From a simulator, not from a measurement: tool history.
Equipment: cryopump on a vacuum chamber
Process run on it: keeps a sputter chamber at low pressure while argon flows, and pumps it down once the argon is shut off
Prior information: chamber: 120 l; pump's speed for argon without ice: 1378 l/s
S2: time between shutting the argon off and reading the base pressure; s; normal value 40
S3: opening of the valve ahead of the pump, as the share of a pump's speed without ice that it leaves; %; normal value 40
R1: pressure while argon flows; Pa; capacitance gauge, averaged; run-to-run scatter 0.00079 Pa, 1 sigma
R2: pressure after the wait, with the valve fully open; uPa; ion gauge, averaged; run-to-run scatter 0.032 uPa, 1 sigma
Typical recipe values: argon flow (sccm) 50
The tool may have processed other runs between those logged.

Run 1, hour 0.0: usual settings. Result: R1 0.1567 Pa, R2 4.26 uPa.
Run 2, hour 35.4: usual settings. Result: R1 0.1577 Pa, R2 4.24 uPa.
Run 3, hour 71.0: usual settings but S2 194 s. Result: R1 0.1605 Pa, R2 3.13 uPa.
Run 4, hour 99.0: usual settings. Result: R1 0.1617 Pa, R2 4.42 uPa.
Run 5, hour 118.7: usual settings. Result: R1 0.1626 Pa, R2 4.31 uPa.
Run 6, hour 149.9: usual settings but S2 136 s. Result: R1 0.1625 Pa, R2 3.45 uPa.
Run 7, hour 167.4: usual settings. Result: R1 0.1637 Pa, R2 4.62 uPa.
Run 8, hour 207.3: usual settings. Result: R1 0.1652 Pa, R2 4.58 uPa.
Run 9, hour 227.1: usual settings. Result: R1 0.1664 Pa, R2 4.63 uPa.
Run 10, hour 266.7: usual settings. Result: R1 0.1680 Pa, R2 4.68 uPa.
Run 11, hour 296.5: usual settings but S3 16 %. Result: R1 0.4010 Pa, R2 4.88 uPa.
Run 12, hour 328.1: usual settings. Result: R1 0.1698 Pa, R2 4.87 uPa.
Run 13, hour 347.9: usual settings. Result: R1 0.1719 Pa, R2 5.00 uPa.
Run 14, hour 388.1: usual settings. Result: R1 0.1725 Pa, R2 5.08 uPa.
Run 15, hour 427.6: usual settings. Result: R1 0.1544 Pa, R2 4.24 uPa.
Run 16, hour 452.9: usual settings. Result: R1 0.1546 Pa, R2 4.34 uPa.
Run 17, hour 471.1: usual settings. Result: R1 0.1552 Pa, R2 4.35 uPa.
Run 18, hour 490.0: usual settings but argon flow (sccm) 56, S3 36 %. Result: R1 0.1931 Pa, R2 4.39 uPa.
Run 19, hour 521.8: usual settings but argon flow (sccm) 56, S3 36 %. Result: R1 0.1957 Pa, R2 4.39 uPa.
Run 20, hour 551.2: usual settings but argon flow (sccm) 56, S3 36 %. Result: R1 0.1952 Pa, R2 4.55 uPa.
Run 21, hour 582.6: usual settings but argon flow (sccm) 56, S3 56 %. Result: R1 0.1280 Pa, R2 4.57 uPa.
Run 22, hour 615.8: usual settings but S3 49 %. Result: R1 0.1307 Pa, R2 4.66 uPa.
Run 23, hour 651.4: usual settings but S3 49 %. Result: R1 0.1313 Pa, R2 1.73 uPa.
Run 24, hour 682.9: usual settings but argon flow (sccm) 77, S2 172 s, S3 51 %. Result: R1 0.1979 Pa, R2 0.67 uPa.
Run 25, hour 714.2: usual settings but argon flow (sccm) 37, S2 55 s, S3 23 %. Result: R1 0.2045 Pa, R2 1.41 uPa.
Run 26, hour 745.2: usual settings but argon flow (sccm) 37, S2 55 s, S3 23 %. Result: R1 0.2055 Pa, R2 1.44 uPa.
Run 27, hour 783.8: usual settings but argon flow (sccm) 30, S2 169 s, S3 23 %. Result: R1 0.1672 Pa, R2 0.72 uPa.
Run 28, hour 809.9: usual settings but argon flow (sccm) 20, S2 104 s, S3 52 %. Result: R1 0.0535 Pa, R2 1.00 uPa.
Run 29, hour 835.3: usual settings but argon flow (sccm) 29, S2 41 s, S3 52 %. Result: R1 0.0760 Pa, R2 1.88 uPa.
Run 30, hour 855.3: usual settings but argon flow (sccm) 32, S2 74 s. Result: R1 0.1065 Pa, R2 1.22 uPa.
Run 31, hour 872.8: usual settings but argon flow (sccm) 32, S2 251 s, S3 26 %. Result: R1 0.1595 Pa, R2 0.72 uPa.
Run 32, hour 903.3: usual settings but argon flow (sccm) 37, S2 251 s, S3 18 %. Result: R1 0.2644 Pa, R2 0.80 uPa.
Run 33, hour 939.4: usual settings but argon flow (sccm) 60, S3 53 %. Result: R1 0.1597 Pa, R2 2.08 uPa.

Put back what was entered between runs (2 entries, withheld): which listed runs does each sit between, and how does the hidden state differ from the listed run before to the listed run after?
Runs 14 to 15: pump warmed up, emptied and cooled again (hour 427.6)
  pump's speed, % of a pump's without ice: 77.2 -> 99.7; cold plate's temperature, K: 12.5 -> 12.51; leak into the chamber, uPa l/s: 3752 -> 3782
  measured result minus the result with no hidden state, R1: +0.0189 -> +0.0009 Pa; R2: +3.37 -> +2.57 uPa
Runs 22 to 23: leaking fittings of the chamber tightened, without venting (hour 639.5)
  pump's speed, % of a pump's without ice: 91.8 -> 90.4; cold plate's temperature, K: 12.57 -> 12.58; leak into the chamber, uPa l/s: 3946 -> 338
  measured result minus the result with no hidden state, R1: +0.0062 -> +0.0072 Pa; R2: +2.96 -> +0.06 uPa
